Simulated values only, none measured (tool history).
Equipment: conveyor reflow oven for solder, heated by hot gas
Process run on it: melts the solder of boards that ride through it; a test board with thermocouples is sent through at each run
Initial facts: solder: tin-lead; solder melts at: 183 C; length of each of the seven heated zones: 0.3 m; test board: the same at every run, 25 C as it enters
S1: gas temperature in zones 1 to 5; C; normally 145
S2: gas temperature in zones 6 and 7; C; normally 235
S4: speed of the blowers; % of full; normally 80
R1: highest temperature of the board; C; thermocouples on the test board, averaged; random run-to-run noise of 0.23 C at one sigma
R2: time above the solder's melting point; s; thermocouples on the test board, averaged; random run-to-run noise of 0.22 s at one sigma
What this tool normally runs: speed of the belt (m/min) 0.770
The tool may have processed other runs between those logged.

{"run": 1, "hour": 0.0, "S1": 145, "S2": 235, "speed of the belt (m/min)": 0.77, "S4": 80, "R1": 218.4, "R2": 37.1}
{"run": 2, "hour": 8.1, "S1": 145, "S2": 235, "speed of the belt (m/min)": 0.77, "S4": 80, "R1": 218.4, "R2": 37.3}
{"run": 3, "hour": 18.2, "S1": 140, "S2": 235, "speed of the belt (m/min)": 0.77, "S4": 80, "R1": 217.5, "R2": 35.7}
{"run": 4, "hour": 25.5, "S1": 140, "S2": 235, "speed of the belt (m/min)": 0.77, "S4": 80, "R1": 217.3, "R2": 34.9}
{"run": 5, "hour": 37.1, "S1": 140, "S2": 235, "speed of the belt (m/min)": 0.77, "S4": 80, "R1": 217.3, "R2": 35.2}
{"run": 6, "hour": 45.7, "S1": 156, "S2": 241, "speed of the belt (m/min)": 0.69, "S4": 80, "R1": 228.8, "R2": 49.0}
{"run": 7, "hour": 54.8, "S1": 156, "S2": 241, "speed of the belt (m/min)": 0.69, "S4": 59, "R1": 225.1, "R2": 47.8}
{"hour": 60.0, "done": "belt drive overhauled, speed set with a stopwatch"}
{"run": 8, "hour": 68.8, "S1": 148, "S2": 248, "speed of the belt (m/min)": 0.69, "S4": 66, "R1": 231.3, "R2": 47.5}
{"run": 9, "hour": 77.6, "S1": 148, "S2": 248, "speed of the belt (m/min)": 0.69, "S4": 66, "R1": 231.1, "R2": 47.6}
{"hour": 91.2, "done": "belt drive overhauled, speed set with a stopwatch, once more"}
{"run": 10, "hour": 95.3, "S1": 148, "S2": 248, "speed of the belt (m/min)": 0.69, "S4": 66, "R1": 230.5, "R2": 47.1}

Hidden state or all else? Some run-to-run changes of R1, split into what the settings, what came in and random variation would give without the hidden state, and what is left for the hidden state (with any gauge scatter that isn't in both results):
The hidden state here: heat that the gas passes to the board, % of a clean oven's; belt's true speed, % of the reading; true gas temperature in zones 6 and 7 over the reading, C; drift of the gauge itself on peak_c, C; drift of the gauge itself on liquid_s, %.
Run 5 -> 6: S1 140 -> 156, S2 235 -> 241, speed of the belt (m/min) 0.770 -> 0.690. R1 +11.5 C: hidden state +0.3, all else +11.2.
Run 9 -> 10: belt drive overhauled, speed set with a stopwatch, once more. R1 -0.6 C: hidden state -0.4, all else -0.2.

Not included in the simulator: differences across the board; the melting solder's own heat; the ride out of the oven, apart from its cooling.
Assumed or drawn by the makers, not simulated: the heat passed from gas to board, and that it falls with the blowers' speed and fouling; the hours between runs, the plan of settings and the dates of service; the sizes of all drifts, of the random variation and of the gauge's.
